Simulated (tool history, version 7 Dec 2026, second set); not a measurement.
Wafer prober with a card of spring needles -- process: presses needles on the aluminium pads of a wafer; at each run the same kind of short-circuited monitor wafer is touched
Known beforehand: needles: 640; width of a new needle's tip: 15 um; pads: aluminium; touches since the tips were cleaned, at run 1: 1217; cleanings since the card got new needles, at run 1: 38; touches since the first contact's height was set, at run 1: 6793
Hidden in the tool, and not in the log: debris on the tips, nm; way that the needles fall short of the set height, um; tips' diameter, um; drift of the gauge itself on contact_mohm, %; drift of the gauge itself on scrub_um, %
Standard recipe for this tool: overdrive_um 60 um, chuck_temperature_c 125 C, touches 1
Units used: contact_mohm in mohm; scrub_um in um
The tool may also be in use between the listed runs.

run	hour	overdrive_um	chuck_temperature_c	touches	touches since the tips were cleaned	cleanings since the card got new needles	touches since the first contact's height was set	contact_mohm	scrub_um
1	0.0	60	125	1	1217	38	6793	251	7.60
# hour 7.9: tips cleaned on abrasive film
# hour 20.5: tips cleaned on abrasive film
# hour 32.3: tips cleaned on abrasive film
2	42.6	60	125	1	3673	41	21974	325	7.57
# hour 45.1: tips cleaned on abrasive film
# hour 58.1: tips cleaned on abrasive film
# hour 70.7: tips cleaned on abrasive film
# hour 82.9: tips cleaned on abrasive film
3	87.4	60	125	1	1647	45	37960	253	7.51
# hour 94.7: tips cleaned on abrasive film
# hour 106.6: tips cleaned on abrasive film
# hour 118.5: tips cleaned on abrasive film
# hour 131.3: tips cleaned on abrasive film
4	132.2	60	125	1	305	49	53887	195	7.48
# hour 142.3: tips cleaned on abrasive film
# hour 155.1: tips cleaned on abrasive film
# hour 167.9: tips cleaned on abrasive film
5	175.1	60	125	1	2584	52	69184	311	7.41
# hour 180.2: tips cleaned on abrasive film
# hour 193.2: tips cleaned on abrasive film
# hour 205.8: tips cleaned on abrasive film
# hour 218.5: tips cleaned on abrasive film
6	218.5	60	125	1	0	56	84643	169	7.43
# hour 231.5: tips cleaned on abrasive film
# hour 244.2: tips cleaned on abrasive film
7	254.1	60	125	1	3553	58	97361	332	7.40
# hour 256.6: tips cleaned on abrasive film
# hour 269.2: tips cleaned on abrasive film
# hour 281.3: tips cleaned on abrasive film
# hour 294.0: tips cleaned on abrasive film
8	299.6	60	125	1	2004	62	113564	299	7.35
# hour 304.8: tips cleaned on abrasive film
# hour 317.8: tips cleaned on abrasive film
# hour 330.5: tips cleaned on abrasive film
9	337.8	60	125	1	2630	65	127205	300	7.44
# hour 343.1: tips cleaned on abrasive film
# hour 355.8: tips cleaned on abrasive film
10	359.7	57	125	1	1421	67	135003	265	6.96
# hour 366.9: tips cleaned on abrasive film
# hour 378.6: tips cleaned on abrasive film
# hour 390.7: tips cleaned on abrasive film
11	398.0	57	125	1	2633	70	148651	327	6.96
# hour 400.9: height of the first contact set anew
# hour 403.6: tips cleaned on abrasive film
# hour 416.1: tips cleaned on abrasive film
12	422.9	57	125	1	2431	72	7821	323	6.81
# hour 427.8: tips cleaned on abrasive film
# hour 440.5: tips cleaned on abrasive film
# hour 452.9: tips cleaned on abrasive film
# hour 465.0: tips cleaned on abrasive film
13	465.6	57	125	1	205	76	23022	202	6.82
# hour 475.6: tips cleaned on abrasive film
# hour 488.0: tips cleaned on abrasive film
14	492.5	57	62	1	1614	78	32605	321	6.88
# hour 499.7: tips cleaned on abrasive film
# hour 512.3: tips cleaned on abrasive film
# hour 522.7: tips cleaned on abrasive film
15	528.2	57	62	1	1977	81	45346	298	6.84
# hour 535.7: tips cleaned on abrasive film
# hour 548.4: tips cleaned on abrasive film
# hour 561.1: tips cleaned on abrasive film
16	565.1	57	62	1	1414	84	58476	273	6.66
# hour 570.2: height of the first contact set anew, once more
# hour 572.4: tips cleaned on abrasive film
# hour 584.5: tips cleaned on abrasive film
17	588.4	57	62	1	1392	86	6454	257	7.15
# hour 595.6: tips cleaned on abrasive film
# hour 607.8: tips cleaned on abrasive film
# hour 618.2: tips cleaned on abrasive film
18	626.7	67	125	1	3055	89	20121	292	8.47
# hour 629.4: tips cleaned on abrasive film
# hour 642.0: tips cleaned on abrasive film
# hour 654.4: tips cleaned on abrasive film
# hour 667.2: tips cleaned on abrasive film
19	672.1	52	97	1	1762	93	36258	302	6.46
# hour 679.9: tips cleaned on abrasive film
# hour 691.1: tips cleaned on abrasive film
20	696.8	52	97	2	2063	95	45087	273	6.52
# hour 701.7: tips cleaned on abrasive film
# hour 714.0: tips cleaned on abrasive film
21	720.7	60	82	3	2398	97	53592	213	7.49
# hour 726.0: tips cleaned on abrasive film
# hour 739.0: tips cleaned on abrasive film
22	742.3	60	94	3	1196	99	61293	183	7.42
# hour 751.8: tips cleaned on abrasive film
# hour 762.3: tips cleaned on abrasive film
# hour 775.3: tips cleaned on abrasive film
23	778.7	60	94	3	1236	102	74258	190	7.46
# hour 785.9: tips cleaned on abrasive film
# hour 796.8: tips cleaned on abrasive film
# hour 809.2: tips cleaned on abrasive film
# hour 821.9: tips cleaned on abrasive film
24	823.4	57	108	2	560	106	90182	193	6.98
# hour 833.4: tips cleaned on abrasive film
# hour 846.4: tips cleaned on abrasive film
25	851.7	76	99	1	1888	108	100247	246	9.42
# hour 856.9: tips cleaned on abrasive film
# hour 867.4: tips cleaned on abrasive film
# hour 880.4: tips cleaned on abrasive film
# hour 893.5: tips cleaned on abrasive film
26	898.9	76	99	1	1958	112	117080	248	9.43
# hour 904.2: tips cleaned on abrasive film
# hour 916.8: tips cleaned on abrasive film
27	924.2	60	48	1	2642	114	126087	341	7.36

What if the next run were any one of these 4? Each begins from the tool's condition after run 27:
# hour 928.8: tips cleaned on abrasive film
# hour 941.2: tips cleaned on abrasive film
# hour 954.3: tips cleaned on abrasive film
# hour 964.7: tips cleaned on abrasive film
A	971.3	60	106	1	2369	118	142872	?	?
# hour 928.8: tips cleaned on abrasive film
# hour 941.2: tips cleaned on abrasive film
# hour 954.3: tips cleaned on abrasive film
# hour 964.7: tips cleaned on abrasive film
B	971.3	40	51	1	2369	118	142872	?	?
# hour 928.8: tips cleaned on abrasive film
# hour 941.2: tips cleaned on abrasive film
# hour 954.3: tips cleaned on abrasive film
# hour 964.7: tips cleaned on abrasive film
C	971.3	45	75	2	2369	118	142872	?	?
# hour 928.8: tips cleaned on abrasive film
# hour 941.2: tips cleaned on abrasive film
# hour 954.3: tips cleaned on abrasive film
# hour 964.7: tips cleaned on abrasive film
D	971.3	55	37	1	2369	118	142872	?	?

run	contact_mohm	scrub_um
A	331	7.34
B	582	4.80
C	353	5.33
D	372	6.68
Without the tool's unlogged condition, the same runs would have read:
run	contact_mohm	scrub_um
A	153	7.63
B	151	5.08
C	154	5.61
D	139	6.96
